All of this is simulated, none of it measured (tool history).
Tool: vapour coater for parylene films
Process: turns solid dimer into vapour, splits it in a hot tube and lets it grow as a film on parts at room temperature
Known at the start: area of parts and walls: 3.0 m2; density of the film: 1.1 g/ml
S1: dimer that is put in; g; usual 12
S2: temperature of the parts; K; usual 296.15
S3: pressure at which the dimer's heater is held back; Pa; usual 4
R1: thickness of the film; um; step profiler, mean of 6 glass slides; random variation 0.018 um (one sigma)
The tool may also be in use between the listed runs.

Run 1, hour 0: usual settings. Result: R1 2.3 um.
Run 2, hour 27.2: usual settings but S1 5 g. Result: R1 0.98 um.
Run 3, hour 77.8: usual settings but S1 5 g. Result: R1 0.96 um.
Run 4, hour 108.6: usual settings but S3 6.49 Pa. Result: R1 2.11 um.
Run 5, hour 145.8: usual settings. Result: R1 2.3 um.
Run 6, hour 176.2: usual settings but S1 7 g, S2 290.15 K, S3 2.32 Pa. Result: R1 1.61 um.
Run 7, hour 236.8: usual settings but S1 21 g, S2 299.15 K. Result: R1 3.82 um.
Run 8, hour 278.6: usual settings but S1 18 g, S2 299.15 K. Result: R1 3.24 um.
Run 9, hour 338.5: usual settings but S1 18 g, S2 299.15 K. Result: R1 3.21 um.
Run 10, hour 371.3: usual settings but S1 6 g, S2 290.15 K, S3 9.25 Pa. Result: R1 1.06 um.

5 ways to go on from here, each from the tool as it stands after run 10. What would each give?
Run A, hour 397.6: usual settings but S1 6 g, S2 290.15 K, S3 5.39 Pa. Result: R1 ?.
Run B, hour 397.6: usual settings but S1 9 g, S2 288.15 K, S3 9.25 Pa. Result: R1 ?.
Run C, hour 397.6: usual settings but S1 9 g, S2 291.15 K, S3 4.24 Pa. Result: R1 ?.
Run D, hour 397.6: usual settings but S1 8 g, S2 301.15 K, S3 4.95 Pa. Result: R1 ?.
Run E, hour 397.6: usual settings but S1 7 g, S2 300.15 K, S3 2.2 Pa. Result: R1 ?.

run    R1
  A  1.17
  B  1.62
  C  1.82
  D  1.32
  E  1.34
Without the tool's hidden state the same runs would have given:
run    R1
  A  1.28
  B  1.76
  C  1.98
  D  1.44
  E  1.46

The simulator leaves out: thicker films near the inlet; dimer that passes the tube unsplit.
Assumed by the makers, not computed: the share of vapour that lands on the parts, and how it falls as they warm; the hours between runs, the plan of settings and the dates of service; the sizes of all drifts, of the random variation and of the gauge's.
